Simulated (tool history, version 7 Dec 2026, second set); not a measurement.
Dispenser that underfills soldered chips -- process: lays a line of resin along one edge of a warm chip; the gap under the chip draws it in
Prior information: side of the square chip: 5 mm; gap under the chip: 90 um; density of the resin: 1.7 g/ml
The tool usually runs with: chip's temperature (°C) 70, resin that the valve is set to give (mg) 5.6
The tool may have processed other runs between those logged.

run   hour  chip's temperature (°C)  resin that the valve is set to give (mg)  time until the resin shows at the far edge (s)  resin that the valve gave (mg)
  1      0                       70                                       5.6                                            37.2                            5.54
  2    4.5                       70                                       5.6                                            22.5                            5.55
  3    7.3                       60                                       5.6                                            36.1                            5.56
  4   10.1                       60                                       5.6                                            41.2                            5.54
  5   14.3                       67                                       5.6                                            40.7                            5.52
  6   17.7                       67                                       5.6                                            22.2                            5.54
  7   20.9                       67                                       5.6                                            26.9                            5.51
  8   24.9                       70                                      7.13                                            29.2                            7.05
  9   31.1                       84                                      7.13                                              13                            7.03
 10   36.6                       70                                       5.6                                            26.7                            5.51
 11   41.6                       70                                       5.6                                            33.8                            5.49
 12   48.3                       70                                       5.6                                            22.6                             5.5
 13     52                       70                                       5.6                                            27.9                             5.5
 14   56.6                       70                                       5.6                                            35.3                             5.5
 15   62.7                       64                                       5.6                                            28.9                            5.48
 16   65.8                       62                                      5.75                                            34.6                            5.62
 17   71.8                       57                                      6.35                                            55.1                             6.2
 18   78.6                       57                                      6.35                                            36.9                            6.21
 19   84.7                       80                                      7.08                                            25.3                            6.92
 20   88.4                       70                                      6.26                                            19.4                             6.1
 21   92.9                       63                                      7.05                                            30.2                            6.85
 22   98.3                       70                                      5.33                                            33.1                             5.2
 23  103.2                       83                                       5.8                                            13.4                            5.62
 24  109.3                       80                                      7.03                                            19.2                            6.82
 25  115.2                       67                                       5.6                                            40.5                            5.41
 26  118.6                       67                                       5.6                                            22.8                            5.41
 27    124                       65                                      5.45                                            32.3                            5.27
 28  130.6                       78                                      6.71                                              30                             6.5
 29  135.2                       73                                      6.71                                            20.6                            6.46

Taken out of this log: 10 entries between the listed runs. Where each belongs, and how the hidden state differs across it:
Runs 1 to 2: new syringe of resin (hour 1.2)
  resin's viscosity, % of fresh resin's: 198.3 -> 119.1; dose that the valve gives, % of what is set: 99.21 -> 99.11; true chip temperature over the reading, C: -0.42 -> -0.44
  what was measured, less what the result would be without the hidden state, time until the resin shows at the far edge (s): +18.6 -> +3.8; resin that the valve gave (mg): -0.05 -> -0.05
Runs 5 to 6: new syringe of resin (hour 15.7)
  resin's viscosity, % of fresh resin's: 196.9 -> 110.4; dose that the valve gives, % of what is set: 98.91 -> 98.85; true chip temperature over the reading, C: -0.47 -> -0.48
  what was measured, less what the result would be without the hidden state, time until the resin shows at the far edge (s): +20.4 -> +2.5; resin that the valve gave (mg): -0.06 -> -0.07
Runs 8 to 9: new syringe of resin (hour 30.1)
  resin's viscosity, % of fresh resin's: 159.4 -> 106.7; dose that the valve gives, % of what is set: 98.7 -> 98.56; true chip temperature over the reading, C: -0.5 -> -0.52
  what was measured, less what the result would be without the hidden state, time until the resin shows at the far edge (s): +11.2 -> +1; resin that the valve gave (mg): -0.09 -> -0.1
Runs 11 to 12: new syringe of resin (hour 44.4)
  resin's viscosity, % of fresh resin's: 181.6 -> 122.5; dose that the valve gives, % of what is set: 98.33 -> 98.19; true chip temperature over the reading, C: -0.55 -> -0.57
  what was measured, less what the result would be without the hidden state, time until the resin shows at the far edge (s): +15.6 -> +4.6; resin that the valve gave (mg): -0.09 -> -0.1
Runs 14 to 15: new syringe of resin (hour 58.7)
  resin's viscosity, % of fresh resin's: 185.9 -> 124.1; dose that the valve gives, % of what is set: 98.02 -> 97.9; true chip temperature over the reading, C: -0.6 -> -0.62
  what was measured, less what the result would be without the hidden state, time until the resin shows at the far edge (s): +16.7 -> +6.1; resin that the valve gave (mg): -0.11 -> -0.12
Runs 17 to 18: new syringe of resin (hour 73.2)
  resin's viscosity, % of fresh resin's: 197.3 -> 134.2; dose that the valve gives, % of what is set: 97.71 -> 97.58; true chip temperature over the reading, C: -0.64 -> -0.66
  what was measured, less what the result would be without the hidden state, time until the resin shows at the far edge (s): +27.7 -> +10.2; resin that the valve gave (mg): -0.15 -> -0.15
Runs 19 to 20: new syringe of resin (hour 87.7)
  resin's viscosity, % of fresh resin's: 182.5 -> 104.4; dose that the valve gives, % of what is set: 97.46 -> 97.39; true chip temperature over the reading, C: -0.68 -> -0.69
  what was measured, less what the result would be without the hidden state, time until the resin shows at the far edge (s): +11.7 -> +1.3; resin that the valve gave (mg): -0.18 -> -0.16
Runs 22 to 23: new syringe of resin (hour 102.2)
  resin's viscosity, % of fresh resin's: 171.8 -> 105.2; dose that the valve gives, % of what is set: 97.19 -> 97.09; true chip temperature over the reading, C: -0.72 -> -0.74
  what was measured, less what the result would be without the hidden state, time until the resin shows at the far edge (s): +14.5 -> +1; resin that the valve gave (mg): -0.15 -> -0.17
Runs 25 to 26: new syringe of resin (hour 116.9)
  resin's viscosity, % of fresh resin's: 194 -> 111; dose that the valve gives, % of what is set: 96.83 -> 96.77; true chip temperature over the reading, C: -0.77 -> -0.78
  what was measured, less what the result would be without the hidden state, time until the resin shows at the far edge (s): +20.1 -> +2.9; resin that the valve gave (mg): -0.18 -> -0.18
Runs 28 to 29: new syringe of resin (hour 131.4)
  resin's viscosity, % of fresh resin's: 203.4 -> 122; dose that the valve gives, % of what is set: 96.53 -> 96.44; true chip temperature over the reading, C: -0.82 -> -0.84
  what was measured, less what the result would be without the hidden state, time until the resin shows at the far edge (s): +15.6 -> +4.2; resin that the valve gave (mg): -0.23 -> -0.24

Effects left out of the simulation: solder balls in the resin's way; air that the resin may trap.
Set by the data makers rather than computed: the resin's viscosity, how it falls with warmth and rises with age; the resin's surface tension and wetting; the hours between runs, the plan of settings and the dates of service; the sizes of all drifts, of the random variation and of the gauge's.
